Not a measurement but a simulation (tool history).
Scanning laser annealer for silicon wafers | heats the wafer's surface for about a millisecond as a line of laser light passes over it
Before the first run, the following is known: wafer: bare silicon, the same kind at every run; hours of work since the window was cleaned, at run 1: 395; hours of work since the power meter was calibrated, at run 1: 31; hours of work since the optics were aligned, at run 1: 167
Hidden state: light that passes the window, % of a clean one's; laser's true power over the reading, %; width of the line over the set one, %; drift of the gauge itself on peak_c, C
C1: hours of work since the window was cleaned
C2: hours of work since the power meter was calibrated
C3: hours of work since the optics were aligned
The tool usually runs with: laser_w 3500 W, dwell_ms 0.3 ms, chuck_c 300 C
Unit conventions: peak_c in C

{"run": 1, "day": 0.0, "laser_w": 3500, "dwell_ms": 0.3, "chuck_c": 300, "C1": 395, "C2": 31, "C3": 167, "peak_c": 1033}
{"run": 2, "day": 0.371, "laser_w": 3500, "dwell_ms": 0.3, "chuck_c": 300, "C1": 401, "C2": 38, "C3": 173, "peak_c": 1032}
{"run": 3, "day": 0.804, "laser_w": 3500, "dwell_ms": 0.3, "chuck_c": 300, "C1": 409, "C2": 46, "C3": 181, "peak_c": 1032}
{"run": 4, "day": 1.304, "laser_w": 3500, "dwell_ms": 0.3, "chuck_c": 300, "C1": 418, "C2": 55, "C3": 190, "peak_c": 1029}
{"day": 1.546, "done": "optics aligned, line set to its width"}
{"run": 5, "day": 1.788, "laser_w": 3500, "dwell_ms": 0.3, "chuck_c": 300, "C1": 423, "C2": 60, "C3": 4, "peak_c": 1031}
{"run": 6, "day": 2.246, "laser_w": 3500, "dwell_ms": 0.226, "chuck_c": 300, "C1": 431, "C2": 68, "C3": 12, "peak_c": 944}
{"run": 7, "day": 2.496, "laser_w": 3500, "dwell_ms": 0.226, "chuck_c": 300, "C1": 436, "C2": 72, "C3": 17, "peak_c": 941}
{"run": 8, "day": 3.046, "laser_w": 3500, "dwell_ms": 0.226, "chuck_c": 300, "C1": 445, "C2": 82, "C3": 27, "peak_c": 942}
{"day": 3.496, "done": "optics aligned, line set to its width, once more"}
{"run": 9, "day": 3.546, "laser_w": 3500, "dwell_ms": 0.226, "chuck_c": 300, "C1": 451, "C2": 87, "C3": 1, "peak_c": 942}
{"run": 10, "day": 4.042, "laser_w": 3500, "dwell_ms": 0.226, "chuck_c": 300, "C1": 459, "C2": 96, "C3": 10, "peak_c": 946}
{"run": 11, "day": 4.321, "laser_w": 3334, "dwell_ms": 0.257, "chuck_c": 292, "C1": 464, "C2": 101, "C3": 15, "peak_c": 939}
{"run": 12, "day": 4.638, "laser_w": 3334, "dwell_ms": 0.274, "chuck_c": 289, "C1": 470, "C2": 107, "C3": 20, "peak_c": 952}
{"run": 13, "day": 4.946, "laser_w": 3334, "dwell_ms": 0.274, "chuck_c": 289, "C1": 475, "C2": 112, "C3": 26, "peak_c": 955}
{"run": 14, "day": 5.454, "laser_w": 3334, "dwell_ms": 0.274, "chuck_c": 289, "C1": 485, "C2": 121, "C3": 35, "peak_c": 950}

Hidden condition of the tool, last listed run before each entry between runs versus first listed run after:
Between runs 4 and 5: optics aligned, line set to its width (day 1.546)
  light that passes the window, % of a clean one's: 96.69 -> 96.65; width of the line over the set one, %: 0.59 -> 0.84
  difference, measured minus the result without the unlogged condition, peak_c: -29 -> -30 C
Between runs 8 and 9: optics aligned, line set to its width, once more (day 3.496)
  light that passes the window, % of a clean one's: 96.48 -> 96.44; width of the line over the set one, %: 0.89 -> 0.14
  difference, measured minus the result without the unlogged condition, peak_c: -28 -> -25 C
